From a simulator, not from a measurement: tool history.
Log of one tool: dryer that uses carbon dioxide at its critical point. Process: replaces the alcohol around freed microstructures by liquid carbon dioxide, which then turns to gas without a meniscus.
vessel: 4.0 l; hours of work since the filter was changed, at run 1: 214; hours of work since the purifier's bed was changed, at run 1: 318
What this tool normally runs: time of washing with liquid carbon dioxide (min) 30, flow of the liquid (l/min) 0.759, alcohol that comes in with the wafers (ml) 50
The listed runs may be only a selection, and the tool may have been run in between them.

| run | hour | time of washing with liquid carbon dioxide (min) | flow of the liquid (l/min) | alcohol that comes in with the wafers (ml) | hours of work since the filter was changed | hours of work since the purifier's bed was changed | alcohol left in the vessel before it's heated (ppm by volume) |
|---|---|---|---|---|---|---|---|
| 1 | 0 | 30 | 0.759 | 50 | 214 | 318 | 106 |
| 2 | 10 | 30 | 0.759 | 50 | 221 | 325 | 92 |
| 3 | 21 | 30 | 0.759 | 50 | 229 | 332 | 104 |
| 4 | 33.1 | 30 | 0.759 | 50 | 237 | 340 | 96 |
| 5 | 39.5 | 30 | 0.759 | 109 | 241 | 345 | 198 |
| 6 | 49.5 | 25 | 0.759 | 109 | 248 | 351 | 424 |
| 7 | 60 | 30 | 0.759 | 50 | 255 | 358 | 103 |
| 8 | 66.5 | 30 | 0.759 | 27 | 259 | 363 | 64 |
| 9 | 79.5 | 24 | 0.759 | 50 | 268 | 372 | 250 |
| 10 | 89 | 30 | 0.759 | 48 | 274 | 378 | 102 |
| 11 | 101.3 | 30 | 0.785 | 48 | 282 | 386 | 89 |
| 12 | 110.4 | 30 | 0.785 | 48 | 289 | 392 | 96 |
| 13 | 119.6 | 30 | 0.759 | 50 | 295 | 398 | 105 |
| 14 | 133.1 | 30 | 0.759 | 50 | 304 | 408 | 107 |
| 15 | 139.2 | 30 | 0.759 | 85 | 308 | 412 | 166 |
| 16 | 147.5 | 30 | 0.759 | 85 | 313 | 417 | 164 |
| 17 | 155.7 | 30 | 0.759 | 85 | 319 | 423 | 161 |
| 18 | 161.3 | 30 | 0.759 | 85 | 323 | 427 | 178 |
| 19 | 173.2 | 30 | 0.759 | 85 | 331 | 434 | 167 |
| 20 | 180.4 | 30 | 1.124 | 50 | 336 | 439 | 46 |
| 21 | 190.7 | 30 | 1.124 | 50 | 342 | 446 | 39 |
| 22 | 204 | 30 | 1.124 | 50 | 351 | 455 | 39 |
| 23 | 210.9 | 30 | 0.71 | 50 | 356 | 460 | 148 |
| 24 | 217.7 | 30 | 0.71 | 50 | 360 | 464 | 149 |
| 25 | 224.2 | 21 | 0.514 | 24 | 365 | 469 | 583 |
| 26 | 233.6 | 30 | 0.849 | 32 | 371 | 475 | 69 |
| 27 | 247 | 30 | 0.849 | 32 | 380 | 484 | 60 |
| 28 | 255.2 | 30 | 0.849 | 32 | 386 | 489 | 75 |
| 29 | 267 | 19 | 0.732 | 67 | 394 | 497 | 822 |
| 30 | 276.7 | 19 | 0.732 | 67 | 400 | 504 | 855 |
| 31 | 289.8 | 24 | 0.825 | 45 | 409 | 513 | 186 |
| 32 | 297.7 | 29 | 0.783 | 29 | 414 | 518 | 86 |
| 33 | 310.7 | 19 | 0.53 | 29 | 423 | 527 | 825 |
| 34 | 319.6 | 19 | 0.534 | 37 | 429 | 533 | 1036 |
| 35 | 331.9 | 33 | 0.91 | 102 | 437 | 541 | 74 |
| 36 | 343.3 | 33 | 0.91 | 102 | 445 | 549 | 70 |
| 37 | 354.9 | 26 | 0.759 | 50 | 453 | 556 | 224 |
| 38 | 363.7 | 35 | 1.021 | 24 | 458 | 562 | 29 |
| 39 | 374.9 | 35 | 1.021 | 24 | 466 | 570 | 46 |
|  | 377.1 | inlet filter changed |
| 40 | 385.1 | 34 | 1.021 | 24 | 5 | 576 | 34 |
| 41 | 393.4 | 38 | 0.581 | 28 | 11 | 582 | 79 |
| 42 | 399.2 | 27 | 0.463 | 28 | 15 | 585 | 390 |
| 43 | 412.8 | 31 | 0.762 | 50 | 24 | 595 | 101 |
| 44 | 420.7 | 31 | 0.762 | 50 | 29 | 600 | 88 |
| 45 | 428.5 | 30 | 0.759 | 22 | 35 | 605 | 65 |
| 46 | 439.5 | 30 | 0.759 | 22 | 42 | 612 | 77 |
| 47 | 449.3 | 30 | 0.759 | 22 | 48 | 619 | 75 |

Same runs, no hidden state in the tool, same run-to-run variation:
The hidden state here: flow that reaches the vessel past the clogged filter, %; alcohol in the recycled carbon dioxide, ppm; drift of the gauge itself on alcohol_ppm, %.
| run | alcohol left in the vessel before it's heated (ppm by volume) |
|---|---|
| 1 | 72 |
| 2 | 58 |
| 3 | 69 |
| 4 | 61 |
| 5 | 144 |
| 6 | 330 |
| 7 | 66 |
| 8 | 35 |
| 9 | 187 |
| 10 | 62 |
| 11 | 51 |
| 12 | 57 |
| 13 | 62 |
| 14 | 63 |
| 15 | 106 |
| 16 | 103 |
| 17 | 101 |
| 18 | 115 |
| 19 | 103 |
| 20 | 18 |
| 21 | 10 |
| 22 | 9 |
| 23 | 90 |
| 24 | 90 |
| 25 | 469 |
| 26 | 31 |
| 27 | 22 |
| 28 | 36 |
| 29 | 628 |
| 30 | 654 |
| 31 | 114 |
| 32 | 38 |
| 33 | 662 |
| 34 | 834 |
| 35 | 26 |
| 36 | 20 |
| 37 | 134 |
| 38 | 0 |
| 39 | 12 |
| 40 | 1 |
| 41 | 45 |
| 42 | 350 |
| 43 | 64 |
| 44 | 50 |
| 45 | 29 |
| 46 | 40 |
| 47 | 38 |
